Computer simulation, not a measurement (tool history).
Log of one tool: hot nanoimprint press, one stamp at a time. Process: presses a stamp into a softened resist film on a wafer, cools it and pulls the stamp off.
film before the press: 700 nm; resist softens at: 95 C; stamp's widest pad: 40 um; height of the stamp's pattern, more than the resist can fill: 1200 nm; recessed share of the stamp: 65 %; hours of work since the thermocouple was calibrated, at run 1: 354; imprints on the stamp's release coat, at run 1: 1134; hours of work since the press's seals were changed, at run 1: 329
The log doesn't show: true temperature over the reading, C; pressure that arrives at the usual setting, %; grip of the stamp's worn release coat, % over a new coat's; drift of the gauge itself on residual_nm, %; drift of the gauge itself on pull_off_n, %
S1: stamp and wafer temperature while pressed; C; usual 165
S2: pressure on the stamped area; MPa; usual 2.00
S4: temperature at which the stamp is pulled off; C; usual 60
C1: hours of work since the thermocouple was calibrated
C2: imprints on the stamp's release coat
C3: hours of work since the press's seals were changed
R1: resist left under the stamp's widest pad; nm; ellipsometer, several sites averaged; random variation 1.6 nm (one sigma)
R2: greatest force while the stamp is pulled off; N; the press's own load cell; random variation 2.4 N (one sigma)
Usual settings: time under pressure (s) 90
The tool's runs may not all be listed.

run 1 hour=0.0 | S1=165 S2=2.00 time_under_pressure_(s)=90 S4=60 | C1=354 C2=1134 C3=329 | R1=249.2 R2=139
run 2 hour=29.1 | S1=172 S2=2.00 time_under_pressure_(s)=90 S4=60 | C1=367 C2=1214 C3=343 | R1=159.4 R2=141
run 3 hour=52.8 | S1=172 S2=2.00 time_under_pressure_(s)=90 S4=60 | C1=378 C2=1279 C3=354 | R1=160.0 R2=149
-- hour=72.9 stamp cleaned and given a new release coat
run 4 hour=90.3 | S1=172 S2=2.00 time_under_pressure_(s)=90 S4=65 | C1=393 C2=47 C3=368 | R1=156.8 R2=96
run 5 hour=106.7 | S1=173 S2=2.00 time_under_pressure_(s)=90 S4=60 | C1=400 C2=92 C3=376 | R1=148.4 R2=110
run 6 hour=125.7 | S1=173 S2=2.00 time_under_pressure_(s)=90 S4=60 | C1=409 C2=144 C3=384 | R1=148.3 R2=111
run 7 hour=148.6 | S1=173 S2=2.00 time_under_pressure_(s)=90 S4=60 | C1=420 C2=207 C3=395 | R1=148.8 R2=114
run 8 hour=173.5 | S1=173 S2=2.00 time_under_pressure_(s)=90 S4=60 | C1=431 C2=275 C3=406 | R1=148.9 R2=114
run 9 hour=198.8 | S1=173 S2=2.00 time_under_pressure_(s)=90 S4=60 | C1=443 C2=345 C3=418 | R1=146.5 R2=119
run 10 hour=216.2 | S1=173 S2=2.00 time_under_pressure_(s)=90 S4=60 | C1=451 C2=392 C3=426 | R1=147.9 R2=117
run 11 hour=231.0 | S1=173 S2=2.00 time_under_pressure_(s)=90 S4=60 | C1=458 C2=433 C3=433 | R1=149.3 R2=116
run 12 hour=266.5 | S1=173 S2=2.00 time_under_pressure_(s)=90 S4=60 | C1=474 C2=530 C3=449 | R1=148.0 R2=121
run 13 hour=292.6 | S1=173 S2=2.00 time_under_pressure_(s)=90 S4=60 | C1=486 C2=602 C3=461 | R1=148.1 R2=121
run 14 hour=326.4 | S1=173 S2=2.00 time_under_pressure_(s)=90 S4=60 | C1=502 C2=694 C3=477 | R1=148.2 R2=127
run 15 hour=355.0 | S1=165 S2=2.00 time_under_pressure_(s)=90 S4=60 | C1=515 C2=773 C3=490 | R1=243.9 R2=123
-- hour=365.3 plate thermocouple calibrated
run 16 hour=381.6 | S1=165 S2=2.00 time_under_pressure_(s)=90 S4=60 | C1=8 C2=837 C3=501 | R1=258.0 R2=131
run 17 hour=415.3 | S1=165 S2=2.00 time_under_pressure_(s)=46 S4=60 | C1=23 C2=930 C3=517 | R1=339.1 R2=132
run 18 hour=447.6 | S1=163 S2=2.00 time_under_pressure_(s)=90 S4=60 | C1=38 C2=1018 C3=532 | R1=293.0 R2=141
run 19 hour=466.5 | S1=163 S2=2.00 time_under_pressure_(s)=90 S4=60 | C1=47 C2=1070 C3=540 | R1=291.9 R2=140
-- hour=485.0 press's hydraulic seals changed and the load cell set to zero
run 20 hour=495.3 | S1=165 S2=2.00 time_under_pressure_(s)=92 S4=52 | C1=56 C2=1127 C3=5 | R1=249.3 R2=173
run 21 hour=514.8 | S1=165 S2=2.26 time_under_pressure_(s)=90 S4=51 | C1=65 C2=1180 C3=14 | R1=239.3 R2=174
run 22 hour=547.3 | S1=165 S2=2.26 time_under_pressure_(s)=90 S4=51 | C1=80 C2=1269 C3=29 | R1=239.1 R2=181
-- hour=572.4 stamp cleaned and given a new release coat
run 23 hour=572.9 | S1=165 S2=2.00 time_under_pressure_(s)=46 S4=60 | C1=89 C2=1 C3=38 | R1=334.4 R2=111
run 24 hour=592.9 | S1=165 S2=2.00 time_under_pressure_(s)=46 S4=60 | C1=99 C2=56 C3=47 | R1=333.4 R2=108
run 25 hour=620.3 | S1=159 S2=1.34 time_under_pressure_(s)=56 S4=60 | C1=111 C2=131 C3=60 | R1=474.4 R2=112
run 26 hour=637.7 | S1=159 S2=1.34 time_under_pressure_(s)=56 S4=60 | C1=119 C2=179 C3=68 | R1=482.2 R2=114
run 27 hour=662.5 | S1=159 S2=1.34 time_under_pressure_(s)=56 S4=60 | C1=131 C2=246 C3=79 | R1=474.3 R2=119
run 28 hour=695.4 | S1=166 S2=1.34 time_under_pressure_(s)=70 S4=59 | C1=146 C2=336 C3=94 | R1=309.3 R2=124
run 29 hour=715.4 | S1=166 S2=1.34 time_under_pressure_(s)=82 S4=59 | C1=155 C2=391 C3=104 | R1=291.4 R2=122
run 30 hour=738.6 | S1=166 S2=1.34 time_under_pressure_(s)=82 S4=59 | C1=166 C2=455 C3=114 | R1=288.9 R2=131

How the hidden state differs across the entries between the runs, from the last listed run before each to the first after it:
Between runs 3 and 4: stamp cleaned and given a new release coat (hour 72.9)
  true temperature over the reading, C: 0.81 -> 0.84; pressure that arrives at the usual setting, %: 97.57 -> 97.47; grip of the stamp's worn release coat, % over a new coat's: 33.1 -> 1.1
  measured less the result without the state, R1: -6.1 -> -6.4 nm; R2: +34 -> -1 N
Between runs 15 and 16: plate thermocouple calibrated (hour 365.3)
  true temperature over the reading, C: 1.13 -> 0.11; pressure that arrives at the usual setting, %: 96.73 -> 96.67; grip of the stamp's worn release coat, % over a new coat's: 19.5 -> 21.2
  measured less the result without the state, R1: -14.1 -> +2.0 nm; R2: +17 -> +22 N
Between runs 19 and 20: press's hydraulic seals changed and the load cell set to zero (hour 485.0)
  true temperature over the reading, C: 0.21 -> 0.23; pressure that arrives at the usual setting, %: 96.43 -> 99.99; grip of the stamp's worn release coat, % over a new coat's: 27.4 -> 28.9
  measured less the result without the state, R1: +0.7 -> -3.7 nm; R2: +29 -> +38 N
Between runs 22 and 23: stamp cleaned and given a new release coat (hour 572.4)
  true temperature over the reading, C: 0.29 -> 0.31; pressure that arrives at the usual setting, %: 99.84 -> 99.8; grip of the stamp's worn release coat, % over a new coat's: 32.8 -> 0
  measured less the result without the state, R1: -4.2 -> -5.6 nm; R2: +44 -> -1 N
